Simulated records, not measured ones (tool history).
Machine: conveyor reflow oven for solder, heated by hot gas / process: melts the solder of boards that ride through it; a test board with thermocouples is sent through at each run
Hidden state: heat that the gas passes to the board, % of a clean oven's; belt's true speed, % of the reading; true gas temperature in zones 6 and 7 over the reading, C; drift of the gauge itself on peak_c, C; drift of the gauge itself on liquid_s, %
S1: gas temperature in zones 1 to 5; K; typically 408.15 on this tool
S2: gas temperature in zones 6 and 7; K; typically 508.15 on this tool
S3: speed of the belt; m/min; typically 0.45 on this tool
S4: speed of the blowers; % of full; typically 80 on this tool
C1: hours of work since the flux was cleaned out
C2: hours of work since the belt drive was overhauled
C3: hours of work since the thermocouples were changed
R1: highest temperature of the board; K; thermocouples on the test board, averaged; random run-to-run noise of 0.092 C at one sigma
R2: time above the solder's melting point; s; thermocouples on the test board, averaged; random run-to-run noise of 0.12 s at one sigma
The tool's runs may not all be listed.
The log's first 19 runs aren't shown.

run 20 hour=171.8 | S1=402.15 S2=520.15 S3=0.397 S4=80 | C1=7 C2=221 C3=694 | R1=509.2 R2=92.3
run 21 hour=179.8 | S1=402.15 S2=520.15 S3=0.397 S4=80 | C1=10 C2=224 C3=697 | R1=509.17 R2=92
run 22 hour=186.7 | S1=414.15 S2=508.15 S3=0.411 S4=80 | C1=13 C2=227 C3=700 | R1=498.75 R2=86.5
run 23 hour=192.3 | S1=408.15 S2=508.15 S3=0.45 S4=67 | C1=16 C2=230 C3=703 | R1=492.87 R2=70.8
run 24 hour=200 | S1=408.15 S2=522.15 S3=0.45 S4=86 | C1=19 C2=233 C3=706 | R1=508.55 R2=82.8
run 25 hour=209.1 | S1=408.15 S2=522.15 S3=0.45 S4=86 | C1=23 C2=237 C3=710 | R1=508.61 R2=82.8
run 26 hour=218.2 | S1=408.15 S2=522.15 S3=0.45 S4=86 | C1=27 C2=241 C3=714 | R1=508.44 R2=82.9
run 27 hour=228.7 | S1=393.15 S2=523.15 S3=0.45 S4=64 | C1=31 C2=245 C3=719 | R1=502.62 R2=72.9
run 28 hour=238.4 | S1=408.15 S2=512.15 S3=0.507 S4=66 | C1=36 C2=250 C3=723 | R1=491.43 R2=61.3
run 29 hour=243.9 | S1=408.15 S2=512.15 S3=0.507 S4=66 | C1=38 C2=252 C3=725 | R1=491.52 R2=61
run 30 hour=249.1 | S1=408.15 S2=512.15 S3=0.507 S4=66 | C1=40 C2=254 C3=728 | R1=491.55 R2=61.2

Below are 3 alternative next runs, each starting from the tool's condition after run 30. Predict each:
run A hour=255 | S1=408.15 S2=508.15 S3=0.45 S4=80 | C1=43 C2=257 C3=730 | R1=? R2=?
run B hour=255 | S1=398.15 S2=508.15 S3=0.48 S4=66 | C1=43 C2=257 C3=730 | R1=? R2=?
run C hour=255 | S1=397.15 S2=512.15 S3=0.507 S4=66 | C1=43 C2=257 C3=730 | R1=? R2=?

run=A R1=495.12 R2=73.3
run=B R1=488.2 R2=58
run=C R1=488.97 R2=54.9
Without the tool's unlogged condition, the same runs would have read:
run=A R1=492.88 R2=71.3
run=B R1=486.11 R2=55.8
run=C R1=486.96 R2=52.8
